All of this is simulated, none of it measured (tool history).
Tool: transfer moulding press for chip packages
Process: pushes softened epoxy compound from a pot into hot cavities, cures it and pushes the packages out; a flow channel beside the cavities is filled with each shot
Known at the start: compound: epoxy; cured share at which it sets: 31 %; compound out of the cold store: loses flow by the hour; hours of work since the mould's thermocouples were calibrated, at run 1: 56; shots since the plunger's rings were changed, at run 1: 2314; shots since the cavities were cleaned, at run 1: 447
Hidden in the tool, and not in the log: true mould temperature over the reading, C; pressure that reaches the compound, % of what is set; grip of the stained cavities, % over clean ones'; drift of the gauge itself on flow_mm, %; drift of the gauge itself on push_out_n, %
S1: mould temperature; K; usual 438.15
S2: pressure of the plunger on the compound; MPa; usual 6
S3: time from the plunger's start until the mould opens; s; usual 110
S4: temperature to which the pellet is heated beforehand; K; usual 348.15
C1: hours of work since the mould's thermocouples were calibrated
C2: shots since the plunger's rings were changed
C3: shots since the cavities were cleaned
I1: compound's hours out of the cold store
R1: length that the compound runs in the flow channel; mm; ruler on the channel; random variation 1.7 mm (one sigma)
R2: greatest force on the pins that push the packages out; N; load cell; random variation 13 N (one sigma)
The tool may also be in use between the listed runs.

{"run": 1, "day": 0.0, "S1": 438.15, "S2": 6, "S3": 110, "S4": 348.15, "C1": 56, "C2": 2314, "C3": 447, "I1": 44.8, "R1": 677, "R2": 929}
{"day": 0.433, "done": "cavities cleaned with cleaning compound and waxed"}
{"run": 2, "day": 0.433, "S1": 438.15, "S2": 6, "S3": 110, "S4": 348.15, "C1": 63, "C2": 2421, "C3": 0, "I1": 11.6, "R1": 758, "R2": 992}
{"run": 3, "day": 0.812, "S1": 438.15, "S2": 6, "S3": 110, "S4": 348.15, "C1": 70, "C2": 2529, "C3": 108, "I1": 13.5, "R1": 750, "R2": 1050}
{"run": 4, "day": 1.117, "S1": 438.15, "S2": 6, "S3": 110, "S4": 348.15, "C1": 75, "C2": 2617, "C3": 196, "I1": 9.6, "R1": 762, "R2": 1050}
{"run": 5, "day": 1.467, "S1": 438.15, "S2": 6, "S3": 110, "S4": 349.15, "C1": 82, "C2": 2717, "C3": 296, "I1": 23.1, "R1": 724, "R2": 976}
{"run": 6, "day": 1.721, "S1": 438.15, "S2": 6, "S3": 118, "S4": 348.15, "C1": 86, "C2": 2789, "C3": 368, "I1": 46.4, "R1": 668, "R2": 841}
{"run": 7, "day": 1.929, "S1": 438.15, "S2": 6.45, "S3": 118, "S4": 348.15, "C1": 90, "C2": 2850, "C3": 429, "I1": 33, "R1": 727, "R2": 897}
{"run": 8, "day": 2.267, "S1": 438.15, "S2": 6, "S3": 94, "S4": 348.15, "C1": 96, "C2": 2945, "C3": 524, "I1": 45.6, "R1": 669, "R2": 1365}
{"day": 2.438, "done": "cavities cleaned with cleaning compound and waxed, once more"}
{"run": 9, "day": 2.55, "S1": 438.15, "S2": 6, "S3": 94, "S4": 348.15, "C1": 100, "C2": 3009, "C3": 32, "I1": 35.3, "R1": 692, "R2": 893}
{"run": 10, "day": 2.838, "S1": 438.15, "S2": 7.23, "S3": 110, "S4": 348.15, "C1": 105, "C2": 3091, "C3": 114, "I1": 17.1, "R1": 810, "R2": 734}
{"run": 11, "day": 3.129, "S1": 438.15, "S2": 7.23, "S3": 110, "S4": 348.15, "C1": 110, "C2": 3175, "C3": 198, "I1": 14.9, "R1": 815, "R2": 788}
{"run": 12, "day": 3.379, "S1": 438.15, "S2": 6, "S3": 110, "S4": 348.15, "C1": 115, "C2": 3247, "C3": 270, "I1": 45.6, "R1": 669, "R2": 819}
{"run": 13, "day": 3.792, "S1": 438.15, "S2": 6, "S3": 110, "S4": 348.15, "C1": 122, "C2": 3365, "C3": 388, "I1": 19.7, "R1": 729, "R2": 879}
{"run": 14, "day": 4.067, "S1": 438.15, "S2": 6, "S3": 110, "S4": 348.15, "C1": 127, "C2": 3443, "C3": 466, "I1": 28, "R1": 707, "R2": 909}
{"day": 4.412, "done": "cavities cleaned with cleaning compound and waxed"}
{"run": 15, "day": 4.412, "S1": 438.15, "S2": 6, "S3": 110, "S4": 348.15, "C1": 132, "C2": 3525, "C3": 0, "I1": 29.4, "R1": 702, "R2": 627}
{"day": 4.742, "done": "plunger's sealing rings changed"}
{"run": 16, "day": 4.929, "S1": 431.15, "S2": 6.56, "S3": 110, "S4": 352.15, "C1": 140, "C2": 53, "C3": 117, "I1": 37.6, "R1": 755, "R2": 1100}
{"run": 17, "day": 5.142, "S1": 431.15, "S2": 6.56, "S3": 110, "S4": 352.15, "C1": 143, "C2": 115, "C3": 179, "I1": 36.8, "R1": 761, "R2": 1219}
{"run": 18, "day": 5.446, "S1": 442.15, "S2": 6, "S3": 110, "S4": 348.15, "C1": 149, "C2": 202, "C3": 266, "I1": 9.4, "R1": 775, "R2": 685}
{"run": 19, "day": 5.871, "S1": 438.15, "S2": 6, "S3": 107, "S4": 339.15, "C1": 157, "C2": 323, "C3": 387, "I1": 34.6, "R1": 714, "R2": 933}
{"run": 20, "day": 6.179, "S1": 438.15, "S2": 5.93, "S3": 107, "S4": 358.15, "C1": 162, "C2": 412, "C3": 476, "I1": 27, "R1": 729, "R2": 896}
{"day": 6.521, "done": "cavities cleaned with cleaning compound and waxed"}
{"run": 21, "day": 6.542, "S1": 438.15, "S2": 5.93, "S3": 107, "S4": 358.15, "C1": 168, "C2": 498, "C3": 6, "I1": 43.2, "R1": 686, "R2": 625}
{"run": 22, "day": 6.812, "S1": 438.15, "S2": 4.54, "S3": 94, "S4": 356.15, "C1": 172, "C2": 575, "C3": 83, "I1": 46.6, "R1": 593, "R2": 888}
{"run": 23, "day": 7.146, "S1": 444.15, "S2": 6, "S3": 98, "S4": 352.15, "C1": 178, "C2": 671, "C3": 179, "I1": 44, "R1": 679, "R2": 682}
{"run": 24, "day": 7.333, "S1": 444.15, "S2": 6, "S3": 98, "S4": 352.15, "C1": 182, "C2": 725, "C3": 233, "I1": 47.9, "R1": 669, "R2": 711}
{"run": 25, "day": 7.579, "S1": 438.15, "S2": 6, "S3": 124, "S4": 343.15, "C1": 186, "C2": 795, "C3": 303, "I1": 43.9, "R1": 688, "R2": 707}
{"run": 26, "day": 7.921, "S1": 438.15, "S2": 7.18, "S3": 110, "S4": 355.15, "C1": 192, "C2": 893, "C3": 401, "I1": 14.7, "R1": 835, "R2": 916}
{"run": 27, "day": 8.129, "S1": 438.15, "S2": 5.39, "S3": 110, "S4": 348.15, "C1": 196, "C2": 953, "C3": 461, "I1": 26.5, "R1": 690, "R2": 879}
{"run": 28, "day": 8.367, "S1": 445.15, "S2": 6, "S3": 110, "S4": 338.15, "C1": 200, "C2": 1020, "C3": 528, "I1": 21.3, "R1": 732, "R2": 759}
{"day": 8.504, "done": "cavities cleaned with cleaning compound and waxed"}
{"run": 29, "day": 8.671, "S1": 439.15, "S2": 6, "S3": 140, "S4": 348.15, "C1": 205, "C2": 1090, "C3": 48, "I1": 21.8, "R1": 740, "R2": 505}
{"run": 30, "day": 8.979, "S1": 436.15, "S2": 6.13, "S3": 110, "S4": 357.15, "C1": 210, "C2": 1179, "C3": 137, "I1": 24, "R1": 745, "R2": 789}

3 ways to go on from here, each from the tool as it stands after run 30. What would each give?
{"run": "A", "day": 9.412, "S1": 434.15, "S2": 4.82, "S3": 110, "S4": 349.15, "C1": 218, "C2": 1302, "C3": 260, "I1": 20.3, "R1": "?", "R2": "?"}
{"run": "B", "day": 9.412, "S1": 436.15, "S2": 7.01, "S3": 102, "S4": 357.15, "C1": 218, "C2": 1302, "C3": 260, "I1": 40.8, "R1": "?", "R2": "?"}
{"run": "C", "day": 9.412, "S1": 438.15, "S2": 6.72, "S3": 135, "S4": 352.15, "C1": 218, "C2": 1302, "C3": 260, "I1": 18.2, "R1": "?", "R2": "?"}

run=A R1=675 R2=1061
run=B R1=751 R2=992
run=C R1=795 R2=652
Without the tool's hidden state the same runs would have given:
run=A R1=686 R2=805
run=B R1=764 R2=749
run=C R1=808 R2=480
